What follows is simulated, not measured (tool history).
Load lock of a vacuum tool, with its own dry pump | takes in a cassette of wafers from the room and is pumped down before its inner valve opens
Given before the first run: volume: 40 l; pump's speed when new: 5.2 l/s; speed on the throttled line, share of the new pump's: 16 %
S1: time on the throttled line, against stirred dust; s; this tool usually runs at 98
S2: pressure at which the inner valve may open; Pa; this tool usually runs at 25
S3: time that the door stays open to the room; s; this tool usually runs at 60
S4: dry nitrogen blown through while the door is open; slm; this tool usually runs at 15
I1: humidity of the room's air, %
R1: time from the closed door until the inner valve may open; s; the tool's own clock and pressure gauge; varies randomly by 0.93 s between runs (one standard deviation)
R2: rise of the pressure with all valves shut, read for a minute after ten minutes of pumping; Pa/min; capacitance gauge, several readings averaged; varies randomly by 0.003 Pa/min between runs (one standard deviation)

run 1 hour=0 | S1=98 S2=25 S3=60 S4=15 | I1=42.3 | R1=146 R2=0.032
run 2 hour=79.4 | S1=98 S2=25 S3=124 S4=15 | I1=46.9 | R1=148.1 R2=0.055
run 3 hour=167.3 | S1=98 S2=25 S3=124 S4=15 | I1=45 | R1=147.7 R2=0.055
run 4 hour=255.2 | S1=98 S2=25 S3=124 S4=15 | I1=45.3 | R1=147.4 R2=0.055
run 5 hour=329.8 | S1=98 S2=25 S3=60 S4=15 | I1=43.8 | R1=147.5 R2=0.038
run 6 hour=455.4 | S1=98 S2=25 S3=60 S4=15 | I1=44.9 | R1=145.4 R2=0.04
run 7 hour=553.9 | S1=98 S2=25 S3=60 S4=15 | I1=50.3 | R1=147.1 R2=0.043
run 8 hour=681.1 | S1=98 S2=25 S3=60 S4=15 | I1=46.1 | R1=147 R2=0.034
run 9 hour=800.4 | S1=98 S2=25 S3=60 S4=15 | I1=45.9 | R1=148.4 R2=0.038
run 10 hour=907.9 | S1=98 S2=25 S3=60 S4=15 | I1=44.6 | R1=146 R2=0.037
run 11 hour=1029.5 | S1=98 S2=25 S3=60 S4=23 | I1=43.2 | R1=146.2 R2=0.023

Run 12, settings as shown, results not yet in. Your forecast:
run 12 hour=1153.9 | S1=60 S2=25 S3=60 S4=15 | I1=45.4 | R1=? R2=?

R1: 115.2 s
R2: 0.039 Pa/min
Minus the tool's unlogged condition, the same run would have read R1 115.2 s, R2 0.038 Pa/min.

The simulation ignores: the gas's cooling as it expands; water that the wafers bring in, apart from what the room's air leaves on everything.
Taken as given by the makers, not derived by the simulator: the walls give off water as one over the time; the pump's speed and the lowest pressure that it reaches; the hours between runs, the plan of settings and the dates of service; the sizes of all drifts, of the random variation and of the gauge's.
